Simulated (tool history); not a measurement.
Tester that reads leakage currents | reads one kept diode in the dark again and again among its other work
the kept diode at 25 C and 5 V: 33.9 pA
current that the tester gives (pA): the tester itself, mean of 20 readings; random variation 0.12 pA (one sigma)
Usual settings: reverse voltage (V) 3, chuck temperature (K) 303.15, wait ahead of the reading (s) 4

run,hour,reverse voltage (V),chuck temperature (K),wait ahead of the reading (s),current that the tester gives (pA)
1,0,3,303.15,4,35.35
2,152.9,3,303.15,4,35
3,259.3,3,303.15,4,34.67
4,392.9,3,303.15,4,34.32
5,540.2,3,303.15,4,34.33
6,636.2,3,303.15,5.31,33.91
7,739.7,3,303.15,5.31,33.44
# hour 753.9: tester calibrated
8,903.8,3,303.15,5.31,33.38
# hour 1010.8: tester calibrated, once more
9,1010.8,3,303.15,5.31,33.04
10,1092.1,3,303.15,5.31,32.84
11,1248,1.27,303.15,4,20.12
12,1326.3,3,303.15,1.11,33.2
# hour 1389.1: chuck's temperature calibrated
13,1493.6,3,303.15,1.11,38.87
14,1568.7,3,303.15,1.11,38.73
15,1704.1,3,303.15,1.11,38.37
16,1862.9,2.55,319.15,0.38,105.53
17,1996.5,8.67,303.15,4,67.19
18,2171.1,18.84,295.15,0.64,68.85

Forecast each of these 3 alternatives for the next run:
A,2324.3,2.25,328.15,0.64,?
B,2324.3,8.61,303.15,0.79,?
C,2324.3,18.84,325.15,0.64,?

run,current that the tester gives (pA)
A,168.51
B,68.84
C,452.69
Without the tool's hidden state the same runs would have given:
run,current that the tester gives (pA)
A,178.55
B,70.06
C,474.02
